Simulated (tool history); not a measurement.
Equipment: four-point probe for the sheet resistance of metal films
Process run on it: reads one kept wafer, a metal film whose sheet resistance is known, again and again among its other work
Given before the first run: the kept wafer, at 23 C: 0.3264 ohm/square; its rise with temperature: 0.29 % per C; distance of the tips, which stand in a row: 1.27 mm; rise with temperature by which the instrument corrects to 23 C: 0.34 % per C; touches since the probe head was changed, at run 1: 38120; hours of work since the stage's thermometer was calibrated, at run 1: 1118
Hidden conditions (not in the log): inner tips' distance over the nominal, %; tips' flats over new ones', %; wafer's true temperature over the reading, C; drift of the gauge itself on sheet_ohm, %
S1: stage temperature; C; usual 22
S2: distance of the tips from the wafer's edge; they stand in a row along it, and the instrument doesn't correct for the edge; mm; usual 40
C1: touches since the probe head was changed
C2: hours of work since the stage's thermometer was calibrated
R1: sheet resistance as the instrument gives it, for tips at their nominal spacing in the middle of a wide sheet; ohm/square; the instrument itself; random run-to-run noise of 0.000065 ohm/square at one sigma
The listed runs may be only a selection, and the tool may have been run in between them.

Run 1, hour 0: usual settings; C1 38120; C2 1118. Result: R1 0.325391 ohm/square.
Run 2, hour 34.9: usual settings; C1 38740; C2 1136. Result: R1 0.325455 ohm/square.
Run 3, hour 64.4: usual settings but S2 41 mm; C1 39263; C2 1152. Result: R1 0.325323 ohm/square.
Run 4, hour 110.9: usual settings but S2 41 mm; C1 40089; C2 1176. Result: R1 0.325407 ohm/square.
Run 5, hour 172.2: usual settings but S2 41 mm; C1 41177; C2 1208. Result: R1 0.325278 ohm/square.
Run 6, hour 206.3: usual settings but S2 41 mm; C1 41784; C2 1226. Result: R1 0.325359 ohm/square.
Run 7, hour 249: usual settings but S2 41 mm; C1 42543; C2 1248. Result: R1 0.325358 ohm/square.
Run 8, hour 279.7: usual settings but S2 41 mm; C1 43087; C2 1264. Result: R1 0.32536 ohm/square.
Run 9, hour 318.8: usual settings but S2 41 mm; C1 43782; C2 1284. Result: R1 0.325253 ohm/square.
At hour 369.8: stage's thermometer calibrated.
Run 10, hour 375.6: usual settings but S2 41 mm; C1 44782; C2 3. Result: R1 0.324947 ohm/square.
Run 11, hour 407.8: usual settings; C1 45353; C2 20. Result: R1 0.324798 ohm/square.
Run 12, hour 444.2: usual settings; C1 46001; C2 39. Result: R1 0.324826 ohm/square.
Run 13, hour 485.3: usual settings; C1 46729; C2 60. Result: R1 0.324746 ohm/square.
Run 14, hour 519.2: usual settings; C1 47332; C2 78. Result: R1 0.324859 ohm/square.
Run 15, hour 566: usual settings; C1 48163; C2 102. Result: R1 0.324743 ohm/square.
Run 16, hour 602.9: usual settings; C1 48818; C2 121. Result: R1 0.324902 ohm/square.
Run 17, hour 638.9: usual settings; C1 49457; C2 140. Result: R1 0.324736 ohm/square.
Run 18, hour 668.5: usual settings; C1 49984; C2 156. Result: R1 0.324896 ohm/square.
Run 19, hour 724.6: usual settings but S2 12 mm; C1 50980; C2 185. Result: R1 0.326542 ohm/square.
Run 20, hour 778.5: usual settings but S2 12 mm; C1 51936; C2 213. Result: R1 0.326525 ohm/square.
Run 21, hour 833.6: usual settings but S2 12 mm; C1 52915; C2 242. Result: R1 0.326443 ohm/square.
Run 22, hour 882.1: usual settings but S2 12 mm; C1 53776; C2 267. Result: R1 0.326577 ohm/square.
Run 23, hour 928: usual settings but S2 5 mm; C1 54591; C2 291. Result: R1 0.335532 ohm/square.
Run 24, hour 966.3: usual settings but S1 31 C, S2 6 mm; C1 55272; C2 311. Result: R1 0.330698 ohm/square.
Run 25, hour 1006.5: usual settings but S2 7 mm; C1 55986; C2 332. Result: R1 0.330179 ohm/square.
Run 26, hour 1032.4: usual settings but S1 33 C, S2 41 mm; C1 56446; C2 345. Result: R1 0.322892 ohm/square.
Run 27, hour 1085.5: usual settings but S1 33 C, S2 41 mm; C1 57388; C2 373. Result: R1 0.322858 ohm/square.
Run 28, hour 1114.8: usual settings but S1 33 C, S2 41 mm; C1 57909; C2 388. Result: R1 0.32292 ohm/square.
Run 29, hour 1175.5: usual settings but S1 20 C, S2 46 mm; C1 58987; C2 420. Result: R1 0.325042 ohm/square.
Run 30, hour 1204.6: usual settings; C1 59504; C2 435. Result: R1 0.324696 ohm/square.
Run 31, hour 1250.4: usual settings but S2 24 mm; C1 60318; C2 459. Result: R1 0.32495 ohm/square.
Run 32, hour 1293.8: usual settings but S2 24 mm; C1 61088; C2 481. Result: R1 0.325008 ohm/square.
Run 33, hour 1339.7: usual settings but S1 29 C; C1 61903; C2 505. Result: R1 0.323481 ohm/square.
Run 34, hour 1369.4: usual settings but S1 31 C, S2 9 mm; C1 62431; C2 521. Result: R1 0.32631 ohm/square.
Run 35, hour 1409.3: usual settings but S1 31 C, S2 9 mm; C1 63140; C2 542. Result: R1 0.326378 ohm/square.
Run 36, hour 1437: usual settings but S1 31 C, S2 9 mm; C1 63632; C2 556. Result: R1 0.326403 ohm/square.
Run 37, hour 1494.4: usual settings but S1 33 C; C1 64650; C2 586. Result: R1 0.32272 ohm/square.
Run 38, hour 1554.1: usual settings but S1 23 C, S2 6 mm; C1 65711; C2 617. Result: R1 0.331884 ohm/square.
Run 39, hour 1613.5: usual settings but S1 23 C, S2 6 mm; C1 66767; C2 648. Result: R1 0.331812 ohm/square.
Run 40, hour 1647.5: usual settings but S1 23 C, S2 21 mm; C1 67369; C2 666. Result: R1 0.324871 ohm/square.
Run 41, hour 1711.3: usual settings but S1 23 C, S2 21 mm; C1 68502; C2 699. Result: R1 0.324697 ohm/square.
Run 42, hour 1773.8: usual settings but S1 33 C, S2 10 mm; C1 69612; C2 731. Result: R1 0.325341 ohm/square.
Run 43, hour 1824.7: usual settings but S1 33 C, S2 10 mm; C1 70516; C2 758. Result: R1 0.325379 ohm/square.
Run 44, hour 1869.8: usual settings but S1 27 C, S2 42 mm; C1 71317; C2 781. Result: R1 0.323611 ohm/square.

Each row is a separate what-if for the run after 44, all from the same tool condition, not one after another. Results?
Run A, hour 1928.4: usual settings but S1 25 C, S2 41 mm; C1 72358; C2 812. Result: R1 ?.
Run B, hour 1928.4: usual settings but S1 20 C; C1 72358; C2 812. Result: R1 ?.
Run C, hour 1928.4: usual settings but S1 34 C, S2 14 mm; C1 72358; C2 812. Result: R1 ?.
Run D, hour 1928.4: usual settings but S1 34 C, S2 69 mm; C1 72358; C2 812. Result: R1 ?.
Run E, hour 1928.4: usual settings but S1 30 C, S2 17 mm; C1 72358; C2 812. Result: R1 ?.

run        R1
  A  0.323964
  B  0.324818
  C  0.323723
  D  0.322338
  E  0.323955
Without the tool's unlogged condition, the same runs would have read:
run        R1
  A  0.326234
  B  0.327092
  C  0.325995
  D  0.324601
  E  0.326227
